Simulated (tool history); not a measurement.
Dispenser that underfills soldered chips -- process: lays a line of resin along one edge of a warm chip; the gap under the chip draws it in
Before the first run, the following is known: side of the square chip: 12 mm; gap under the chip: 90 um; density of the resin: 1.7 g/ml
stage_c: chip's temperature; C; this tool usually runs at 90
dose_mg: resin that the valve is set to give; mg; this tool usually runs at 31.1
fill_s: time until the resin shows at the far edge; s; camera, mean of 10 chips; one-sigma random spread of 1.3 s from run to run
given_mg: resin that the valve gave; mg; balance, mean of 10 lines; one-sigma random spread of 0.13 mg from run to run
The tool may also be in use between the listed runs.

run	day	stage_c	dose_mg	fill_s	given_mg
1	0.000	90	31.1	138.6	27.71
# day 0.396: new syringe of resin
2	0.579	90	31.1	146.4	27.55
# day 0.879: new syringe of resin
3	0.942	90	31.1	134.4	27.30
# day 1.358: new syringe of resin
4	1.371	90	31.1	134.3	27.10
# day 1.596: dispensing valve cleaned and set on the balance
# day 1.858: new syringe of resin
5	2.000	90	31.1	141.4	30.88
# day 2.312: new syringe of resin
6	2.567	97	36.1	107.3	35.52
# day 2.771: new syringe of resin
7	3.058	83	30.6	226.3	29.79
# day 3.238: new syringe of resin
8	3.517	100	38.5	96.8	37.25
# day 3.717: new syringe of resin
9	3.983	90	39.2	147.1	37.48
# day 4.183: new syringe of resin
10	4.579	79	37.8	285.7	35.96

Below, each run's measurement less what the same run would have read without the hidden state. Both values contain the same run-to-run variation, but the gauge's scatter may not be the same in both:
What the log doesn't record here: resin's viscosity, % of fresh resin's; dose that the valve gives, % of what is set; true chip temperature over the reading, C; drift of the gauge itself on fill_s, %; drift of the gauge itself on given_mg, %.
run	fill_s	given_mg
1	+15.7	-3.38
2	+24.0	-3.71
3	+13.1	-3.86
4	+11.3	-4.09
5	+16.6	-0.17
6	+19.9	-0.54
7	+50.9	-0.72
8	+21.3	-1.22
9	+29.0	-1.53
10	+79.9	-1.88

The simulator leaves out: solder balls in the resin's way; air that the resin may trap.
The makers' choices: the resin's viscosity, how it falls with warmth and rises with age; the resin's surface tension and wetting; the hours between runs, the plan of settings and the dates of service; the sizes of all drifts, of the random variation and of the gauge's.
